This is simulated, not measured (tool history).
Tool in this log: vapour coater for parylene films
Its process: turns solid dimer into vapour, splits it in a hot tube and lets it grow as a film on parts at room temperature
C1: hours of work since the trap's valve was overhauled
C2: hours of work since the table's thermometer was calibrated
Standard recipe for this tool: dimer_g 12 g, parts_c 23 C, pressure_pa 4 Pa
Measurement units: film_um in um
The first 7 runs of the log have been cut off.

{"run": 8, "day": 12.317, "dimer_g": 12, "parts_c": 23, "pressure_pa": 4, "C1": 180, "C2": 294, "film_um": 10.27}
{"run": 9, "day": 14.088, "dimer_g": 12, "parts_c": 23, "pressure_pa": 4, "C1": 206, "C2": 320, "film_um": 10.37}
{"run": 10, "day": 16.862, "dimer_g": 12, "parts_c": 23, "pressure_pa": 4, "C1": 247, "C2": 360, "film_um": 10.05}
{"run": 11, "day": 19.071, "dimer_g": 12, "parts_c": 22, "pressure_pa": 4, "C1": 279, "C2": 393, "film_um": 10.38}
{"run": 12, "day": 20.417, "dimer_g": 12, "parts_c": 22, "pressure_pa": 4, "C1": 299, "C2": 412, "film_um": 10.3}
{"run": 13, "day": 21.604, "dimer_g": 12, "parts_c": 22, "pressure_pa": 4, "C1": 316, "C2": 430, "film_um": 10.24}
{"run": 14, "day": 24.354, "dimer_g": 12, "parts_c": 22, "pressure_pa": 4, "C1": 357, "C2": 470, "film_um": 10.12}
{"run": 15, "day": 27.208, "dimer_g": 12, "parts_c": 22, "pressure_pa": 4, "C1": 398, "C2": 512, "film_um": 10.01}
{"run": 16, "day": 29.883, "dimer_g": 12, "parts_c": 34, "pressure_pa": 4, "C1": 438, "C2": 551, "film_um": 6.32}
{"day": 30.3, "done": "trap's valve overhauled"}
{"run": 17, "day": 32.538, "dimer_g": 8, "parts_c": 23, "pressure_pa": 4, "C1": 33, "C2": 587, "film_um": 7.32}
{"run": 18, "day": 34.675, "dimer_g": 12, "parts_c": 33, "pressure_pa": 2.62, "C1": 64, "C2": 619, "film_um": 7.93}
{"run": 19, "day": 36.204, "dimer_g": 12, "parts_c": 33, "pressure_pa": 2.77, "C1": 86, "C2": 641, "film_um": 7.7}
{"run": 20, "day": 37.721, "dimer_g": 7, "parts_c": 23, "pressure_pa": 2.76, "C1": 109, "C2": 663, "film_um": 6.56}
{"run": 21, "day": 40.542, "dimer_g": 16, "parts_c": 24, "pressure_pa": 4, "C1": 150, "C2": 705, "film_um": 13.42}
{"run": 22, "day": 42.204, "dimer_g": 12, "parts_c": 33, "pressure_pa": 2.04, "C1": 174, "C2": 729, "film_um": 8.04}
{"run": 23, "day": 43.812, "dimer_g": 5, "parts_c": 31, "pressure_pa": 4.84, "C1": 198, "C2": 752, "film_um": 3.09}
{"run": 24, "day": 45.688, "dimer_g": 12, "parts_c": 15, "pressure_pa": 3.85, "C1": 225, "C2": 780, "film_um": 12.53}
{"run": 25, "day": 47.808, "dimer_g": 16, "parts_c": 31, "pressure_pa": 5.73, "C1": 256, "C2": 811, "film_um": 9.58}
{"run": 26, "day": 50.271, "dimer_g": 10, "parts_c": 21, "pressure_pa": 5.65, "C1": 292, "C2": 847, "film_um": 8.64}
{"run": 27, "day": 52.775, "dimer_g": 9, "parts_c": 23, "pressure_pa": 4.37, "C1": 329, "C2": 884, "film_um": 7.38}
{"run": 28, "day": 54.517, "dimer_g": 17, "parts_c": 23, "pressure_pa": 8.74, "C1": 355, "C2": 909, "film_um": 12.62}
{"run": 29, "day": 55.854, "dimer_g": 7, "parts_c": 19, "pressure_pa": 4, "C1": 374, "C2": 929, "film_um": 6.62}
{"run": 30, "day": 57.417, "dimer_g": 9, "parts_c": 19, "pressure_pa": 3.36, "C1": 397, "C2": 952, "film_um": 8.75}
{"run": 31, "day": 59.008, "dimer_g": 8, "parts_c": 24, "pressure_pa": 5.79, "C1": 420, "C2": 975, "film_um": 5.88}
{"run": 32, "day": 60.221, "dimer_g": 12, "parts_c": 24, "pressure_pa": 4, "C1": 438, "C2": 993, "film_um": 9.47}

What will run 33 give?
{"day": 60.558, "done": "trap's valve overhauled"}
{"run": 33, "day": 62.033, "dimer_g": 12, "parts_c": 16, "pressure_pa": 8.16, "C1": 22, "C2": 1017, "film_um": "?"}

Run 33 came out at film_um 12.6 um.
Minus the tool's unlogged condition, the same run would have read film_um 12.44 um.

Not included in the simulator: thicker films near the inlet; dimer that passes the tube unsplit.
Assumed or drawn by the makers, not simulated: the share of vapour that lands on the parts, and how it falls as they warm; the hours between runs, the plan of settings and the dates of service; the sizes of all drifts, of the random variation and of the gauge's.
